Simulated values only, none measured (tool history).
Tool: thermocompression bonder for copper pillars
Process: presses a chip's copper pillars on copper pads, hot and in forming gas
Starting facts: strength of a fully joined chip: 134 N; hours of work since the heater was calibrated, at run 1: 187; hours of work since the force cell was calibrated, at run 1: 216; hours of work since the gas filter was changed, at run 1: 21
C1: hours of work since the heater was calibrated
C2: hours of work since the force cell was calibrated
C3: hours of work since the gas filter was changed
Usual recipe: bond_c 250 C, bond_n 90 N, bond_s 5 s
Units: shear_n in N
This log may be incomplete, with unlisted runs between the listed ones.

Run 1, hour 0: usual settings; C1 187; C2 216; C3 21. Result: shear_n 58.8 N.
Run 2, hour 7.4: usual settings but bond_n 72 N; C1 192; C2 221; C3 26. Result: shear_n 47.6 N.
Run 3, hour 12.5: usual settings but bond_n 72 N; C1 195; C2 224; C3 29. Result: shear_n 48.1 N.
Run 4, hour 22.4: usual settings but bond_n 72 N; C1 202; C2 231; C3 36. Result: shear_n 47.1 N.
Run 5, hour 28.4: usual settings but bond_n 72 N; C1 206; C2 235; C3 40. Result: shear_n 49.1 N.
Run 6, hour 38.8: usual settings; C1 213; C2 242; C3 47. Result: shear_n 58.5 N.
Run 7, hour 44.9: usual settings but bond_n 78 N; C1 217; C2 246; C3 51. Result: shear_n 50.8 N.
Run 8, hour 49.3: usual settings but bond_n 78 N; C1 220; C2 249; C3 54. Result: shear_n 51.9 N.
Run 9, hour 59.1: usual settings but bond_n 78 N; C1 227; C2 256; C3 61. Result: shear_n 51.5 N.
Run 10, hour 67.6: usual settings but bond_n 78 N; C1 233; C2 262; C3 67. Result: shear_n 52.1 N.
Run 11, hour 74.9: usual settings; C1 238; C2 267; C3 72. Result: shear_n 59.9 N.
Run 12, hour 82.8: usual settings; C1 243; C2 272; C3 77. Result: shear_n 58.8 N.
Run 13, hour 92.5: usual settings but bond_c 234 C; C1 250; C2 279; C3 84. Result: shear_n 43.9 N.
Run 14, hour 102.6: usual settings; C1 257; C2 286; C3 91. Result: shear_n 57.2 N.
Run 15, hour 113: usual settings; C1 264; C2 293; C3 98. Result: shear_n 59.4 N.
Run 16, hour 122.2: usual settings but bond_c 259 C; C1 270; C2 299; C3 104. Result: shear_n 69.1 N.
Run 17, hour 128.6: usual settings but bond_c 259 C; C1 275; C2 304; C3 109. Result: shear_n 65.8 N.
Run 18, hour 133.9: usual settings but bond_c 259 C; C1 278; C2 307; C3 112. Result: shear_n 67.5 N.
Run 19, hour 142.6: usual settings but bond_c 259 C, bond_s 15 s; C1 284; C2 313; C3 118. Result: shear_n 93.5 N.
At hour 145.4: heater calibrated with a thermocouple chip.
Run 20, hour 150.6: usual settings but bond_c 259 C, bond_s 10 s; C1 4; C2 317; C3 122. Result: shear_n 85.3 N.
Run 21, hour 155.7: usual settings but bond_c 265 C, bond_n 72 N, bond_s 11 s; C1 7; C2 321; C3 126. Result: shear_n 80.2 N.
Run 22, hour 161.7: usual settings but bond_c 265 C, bond_n 72 N, bond_s 11 s; C1 11; C2 325; C3 130. Result: shear_n 79.9 N.
Run 23, hour 171.7: usual settings but bond_c 277 C, bond_n 72 N, bond_s 9 s; C1 18; C2 332; C3 137. Result: shear_n 88.8 N.
Run 24, hour 179.9: usual settings but bond_c 277 C, bond_n 72 N, bond_s 9 s; C1 24; C2 338; C3 142. Result: shear_n 86.3 N.
Run 25, hour 187.1: usual settings but bond_c 277 C, bond_n 72 N, bond_s 9 s; C1 29; C2 342; C3 147. Result: shear_n 87.6 N.
Run 26, hour 196.8: usual settings but bond_c 249 C, bond_n 106 N, bond_s 6 s; C1 35; C2 349; C3 154. Result: shear_n 71.7 N.
At hour 204.2: heater calibrated with a thermocouple chip, once more.
Run 27, hour 207.2: usual settings but bond_n 124 N, bond_s 4 s; C1 2; C2 355; C3 160. Result: shear_n 70.3 N.
Run 28, hour 213.8: usual settings but bond_c 234 C, bond_n 65 N, bond_s 10 s; C1 7; C2 359; C3 164. Result: shear_n 42.6 N.
Run 29, hour 223.1: usual settings but bond_n 123 N; C1 13; C2 366; C3 171. Result: shear_n 75.3 N.
Run 30, hour 231.6: usual settings but bond_c 221 C, bond_n 85 N; C1 19; C2 372; C3 177. Result: shear_n 31.6 N.
Run 31, hour 236.4: usual settings but bond_n 54 N, bond_s 9 s; C1 22; C2 375; C3 180. Result: shear_n 44.5 N.
Run 32, hour 241.7: usual settings but bond_c 258 C; C1 26; C2 378; C3 183. Result: shear_n 64.7 N.
Run 33, hour 248.8: usual settings but bond_c 261 C, bond_n 107 N, bond_s 7 s; C1 31; C2 383; C3 188. Result: shear_n 85.6 N.
Run 34, hour 257.4: usual settings but bond_c 233 C, bond_n 107 N, bond_s 7 s; C1 37; C2 389; C3 194. Result: shear_n 57.5 N.
Run 35, hour 267.3: usual settings but bond_c 233 C, bond_s 13 s; C1 43; C2 396; C3 201. Result: shear_n 61.7 N.
Run 36, hour 272.2: usual settings but bond_c 233 C, bond_n 107 N, bond_s 3 s; C1 47; C2 399; C3 204. Result: shear_n 40.7 N.
Run 37, hour 280.2: usual settings but bond_c 247 C, bond_n 84 N; C1 52; C2 405; C3 210. Result: shear_n 49.7 N.
Run 38, hour 287: usual settings but bond_c 269 C, bond_n 109 N, bond_s 15 s; C1 57; C2 410; C3 215. Result: shear_n 109.3 N.
Run 39, hour 294.4: usual settings but bond_c 264 C, bond_n 99 N, bond_s 6 s; C1 62; C2 415; C3 220. Result: shear_n 79.4 N.

The next listed run, before its measurement:
Run 40, hour 299.4: usual settings but bond_c 265 C, bond_n 57 N, bond_s 6 s; C1 65; C2 418; C3 223. Result: shear_n ?.

Run 40 produced shear_n 51.4 N.
If the tool had no hidden condition, the same run with the same run-to-run variation would have returned shear_n 52 N.
